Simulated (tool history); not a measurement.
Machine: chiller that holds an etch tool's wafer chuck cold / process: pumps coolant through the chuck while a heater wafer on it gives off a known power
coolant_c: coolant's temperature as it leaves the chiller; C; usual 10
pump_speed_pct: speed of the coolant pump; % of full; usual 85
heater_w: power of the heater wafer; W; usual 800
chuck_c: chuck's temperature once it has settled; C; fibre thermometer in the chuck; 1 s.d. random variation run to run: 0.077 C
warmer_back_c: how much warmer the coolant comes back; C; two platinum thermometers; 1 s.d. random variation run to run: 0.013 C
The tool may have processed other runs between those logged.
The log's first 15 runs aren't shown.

run,hour,coolant_c,pump_speed_pct,heater_w,hours since the coolant was changed and the channels were flushed,hours since the pump was overhauled,hours since the chiller's thermometer was calibrated,chuck_c,warmer_back_c
16,803.0,1,85,800,3623,224,3313,10.78,2.45
17,837.2,1,85,800,3658,259,3347,10.90,2.43
# hour 852.5: coolant pump overhauled, once more
18,890.6,4,83,691,3706,38,3395,12.08,1.99
19,953.4,20,66,817,3769,101,3458,31.89,2.98
20,1011.1,4,91,972,3826,159,3516,14.69,2.54
21,1066.3,17,85,939,3882,214,3571,28.17,2.63
22,1119.8,17,85,939,3935,267,3625,28.07,2.64
23,1162.6,12,85,416,3978,310,3667,16.42,1.19
24,1193.0,12,85,416,4008,340,3698,16.39,1.17
25,1252.9,12,98,416,4068,400,3758,15.92,1.01
26,1304.9,12,98,416,4120,452,3810,15.66,1.01
27,1363.6,12,80,800,4179,511,3868,21.98,2.42
28,1401.9,3,71,874,4217,549,3907,15.24,2.98
29,1450.6,3,64,469,4266,598,3955,9.63,1.79
30,1495.7,10,88,406,4311,643,4000,14.12,1.11
31,1549.9,14,98,800,4365,697,4055,22.37,1.95
# hour 1575.5: coolant changed, channels flushed
32,1621.1,14,99,695,46,763,4120,19.57,1.70

4 ways to go on from here, each from the tool as it stands after run 32. What would each give?
A,1678.7,13,72,685,103,820,4177,?,?
B,1678.7,14,99,1129,103,820,4177,?,?
C,1678.7,6,80,444,103,820,4177,?,?
D,1678.7,19,92,695,103,820,4177,?,?

run,chuck_c,warmer_back_c
A,20.42,2.33
B,23.77,2.74
C,9.97,1.36
D,24.92,1.80
With no hidden state in the tool, these same runs would have given:
run,chuck_c,warmer_back_c
A,21.29,2.27
B,24.57,2.67
C,10.93,1.32
D,25.83,1.76
